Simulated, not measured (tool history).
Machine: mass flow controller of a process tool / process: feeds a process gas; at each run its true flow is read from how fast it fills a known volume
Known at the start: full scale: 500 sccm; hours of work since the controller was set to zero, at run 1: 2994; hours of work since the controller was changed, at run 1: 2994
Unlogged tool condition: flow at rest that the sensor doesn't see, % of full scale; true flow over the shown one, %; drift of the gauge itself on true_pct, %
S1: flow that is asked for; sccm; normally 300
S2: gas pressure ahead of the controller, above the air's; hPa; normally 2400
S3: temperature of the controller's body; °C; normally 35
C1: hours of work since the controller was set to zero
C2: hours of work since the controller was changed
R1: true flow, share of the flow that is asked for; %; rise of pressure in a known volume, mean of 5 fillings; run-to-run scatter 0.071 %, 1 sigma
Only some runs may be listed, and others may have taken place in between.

Run 1, hour 0.0: usual settings; C1 2994; C2 2994. Result: R1 99.65 %.
Run 2, hour 45.9: usual settings but S1 102 sccm; C1 3011; C2 3011. Result: R1 98.23 %.
Run 3, hour 104.2: usual settings but S1 102 sccm, S3 29 °C; C1 3032; C2 3032. Result: R1 97.70 %.
Run 4, hour 148.4: usual settings but S1 102 sccm, S3 29 °C; C1 3048; C2 3048. Result: R1 97.70 %.
Run 5, hour 182.8: usual settings but S1 102 sccm, S3 29 °C; C1 3061; C2 3061. Result: R1 97.58 %.
Run 6, hour 239.4: usual settings but S1 102 sccm, S3 29 °C; C1 3082; C2 3082. Result: R1 97.72 %.
Run 7, hour 306.4: usual settings but S1 403 sccm, S3 29 °C; C1 3106; C2 3106. Result: R1 99.81 %.
Run 8, hour 346.4: usual settings but S1 57 sccm; C1 3121; C2 3121. Result: R1 97.85 %.
Run 9, hour 391.6: usual settings but S1 57 sccm; C1 3138; C2 3138. Result: R1 97.93 %.
Run 10, hour 452.4: usual settings; C1 3160; C2 3160. Result: R1 99.52 %.
Run 11, hour 490.4: usual settings; C1 3174; C2 3174. Result: R1 99.61 %.
Run 12, hour 524.3: usual settings; C1 3186; C2 3186. Result: R1 99.69 %.
Run 13, hour 578.8: usual settings; C1 3206; C2 3206. Result: R1 99.60 %.
Run 14, hour 619.3: usual settings; C1 3221; C2 3221. Result: R1 99.55 %.
Run 15, hour 662.1: usual settings; C1 3237; C2 3237. Result: R1 99.61 %.
Run 16, hour 695.0: usual settings but S1 147 sccm; C1 3249; C2 3249. Result: R1 98.53 %.
Run 17, hour 757.0: usual settings but S1 97 sccm, S2 1710 hPa, S3 39 °C; C1 3272; C2 3272. Result: R1 98.46 %.
Run 18, hour 811.1: usual settings but S2 1430 hPa, S3 24 °C; C1 3292; C2 3292. Result: R1 98.35 %.
Run 19, hour 872.8: usual settings but S2 1430 hPa, S3 24 °C; C1 3314; C2 3314. Result: R1 98.39 %.
Run 20, hour 914.8: usual settings but S1 318 sccm, S2 1430 hPa, S3 22 °C; C1 3330; C2 3330. Result: R1 98.22 %.
Run 21, hour 985.0: usual settings but S1 318 sccm, S2 1430 hPa, S3 22 °C; C1 3355; C2 3355. Result: R1 98.33 %.
Run 22, hour 1018.0: usual settings but S3 21 °C; C1 3367; C2 3367. Result: R1 98.26 %.
Run 23, hour 1080.7: usual settings but S3 21 °C; C1 3390; C2 3390. Result: R1 98.39 %.

The next listed run, before its measurement:
Run 24, hour 1114.1: usual settings but S1 98 sccm, S3 21 °C; C1 3403; C2 3403. Result: R1 ?.

R1: 96.89 %
Without the tool's hidden state the same run would have given R1 96.93 %.
